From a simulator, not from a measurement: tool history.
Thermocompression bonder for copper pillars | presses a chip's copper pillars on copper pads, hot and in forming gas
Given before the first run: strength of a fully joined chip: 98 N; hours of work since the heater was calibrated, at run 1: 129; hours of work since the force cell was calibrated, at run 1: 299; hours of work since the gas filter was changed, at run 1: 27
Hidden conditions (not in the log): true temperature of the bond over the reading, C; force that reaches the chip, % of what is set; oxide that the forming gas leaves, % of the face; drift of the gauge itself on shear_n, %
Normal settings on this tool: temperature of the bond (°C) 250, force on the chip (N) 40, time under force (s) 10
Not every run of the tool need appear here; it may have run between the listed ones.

run	day	temperature of the bond (°C)	force on the chip (N)	time under force (s)	hours of work since the heater was calibrated	hours of work since the force cell was calibrated	hours of work since the gas filter was changed	force that shears a chip off (N)
1	0.000	250	40	10	129	299	27	64.3
2	3.371	250	40	10	167	337	65	63.1
3	5.954	250	40	10	196	367	95	61.0
# day 6.679: forming gas filter changed
4	8.329	250	40	10	223	393	19	65.9
5	11.333	250	40	20	257	428	53	75.2
6	13.712	250	40	10	284	455	80	60.5
7	15.442	250	40	22	304	474	99	72.2
# day 15.742: forming gas filter changed
8	18.238	250	40	10	335	506	28	64.9
9	20.996	250	40	10	366	537	60	62.3
10	23.208	250	40	10	391	562	85	59.8
# day 25.021: forming gas filter changed
11	25.367	250	40	10	416	586	4	65.4
# day 25.621: heater calibrated with a thermocouple chip
12	27.808	250	40	10	25	613	31	63.7
13	30.925	250	40	10	60	648	66	60.5
14	33.892	250	34	10	94	682	100	53.0
# day 34.138: forming gas filter changed
15	36.300	250	34	10	121	709	25	58.2
# day 37.362: heater calibrated with a thermocouple chip, once more
16	38.988	247	58	28	18	739	54	83.9
17	40.904	241	27	11	40	761	76	48.9
# day 43.375: forming gas filter changed
18	44.196	241	27	11	77	798	9	52.5
19	47.112	250	25	23	110	831	42	67.5
20	50.750	252	56	8	152	872	84	65.4
# day 52.562: forming gas filter changed
21	54.400	224	58	10	193	913	21	54.4
22	57.658	240	43	27	230	950	58	71.1
23	59.742	240	43	27	253	974	81	69.8
# day 61.688: forming gas filter changed
24	63.379	266	37	16	294	1015	19	78.2
# day 64.633: force cell calibrated
25	65.004	250	55	10	312	4	37	70.4

Consider 3 possible next runs. They are alternatives, not a sequence: every one starts from the tool as it was left by run 25. What does each give?
A	66.788	250	25	13	332	24	57	?
B	66.788	250	37	10	332	24	57	?
C	66.788	236	33	15	332	24	57	?

run	force that shears a chip off (N)
A	56.9
B	58.3
C	54.2
Take away the tool's hidden state, keep each run's random variation, and the runs would have read:
run	force that shears a chip off (N)
A	62.9
B	64.4
C	60.2

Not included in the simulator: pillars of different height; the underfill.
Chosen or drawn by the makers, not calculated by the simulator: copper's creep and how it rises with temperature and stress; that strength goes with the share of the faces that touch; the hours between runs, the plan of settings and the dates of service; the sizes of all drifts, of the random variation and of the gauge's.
